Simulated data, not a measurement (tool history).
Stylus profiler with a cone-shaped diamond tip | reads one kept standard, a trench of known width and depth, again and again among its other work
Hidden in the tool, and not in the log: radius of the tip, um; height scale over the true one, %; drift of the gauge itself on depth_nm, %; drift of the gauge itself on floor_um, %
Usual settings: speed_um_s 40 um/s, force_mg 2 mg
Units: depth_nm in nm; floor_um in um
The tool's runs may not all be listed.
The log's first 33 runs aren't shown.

run     day  speed_um_s  force_mg  scans with this tip  hours of work since the height scale was calibrated  depth_nm  floor_um
 34  13.988          18      0.68                 4017                                                  679    201.09     16.82
 35  14.275          74      1.21                 4048                                                  684    201.72     16.58
 36  14.654          74      1.21                 4087                                                  691    201.69     16.59
 37   15.05          74      1.21                 4129                                                  698    201.48     16.54
 38  15.517          15      2.21                 4178                                                  707    202.57      16.9
 39  15.838          15      2.21                 4212                                                  712    202.51     16.96
 40  16.467          36      1.89                 4278                                                  723    202.15     16.78
 41  17.004          36      2.68                 4335                                                  733    202.75     16.83
 42  17.617          36      2.68                 4399                                                  744    203.12     16.76

Forecast each of these 4 alternatives for the next run:
  A  17.912          12      3.92                 4430                                                  749         ?         ?
  B  17.912          40      0.91                 4430                                                  749         ?         ?
  C  17.912          12       3.7                 4430                                                  749         ?         ?
  D  17.912          62      1.16                 4430                                                  749         ?         ?

run  depth_nm  floor_um
  A    203.76     16.88
  B    201.41     16.68
  C    203.55     16.89
  D    201.59     16.65
Without the tool's hidden state the same runs would have given:
run  depth_nm  floor_um
  A    203.61     17.14
  B    201.26     16.94
  C     203.4     17.14
  D    201.44     16.91
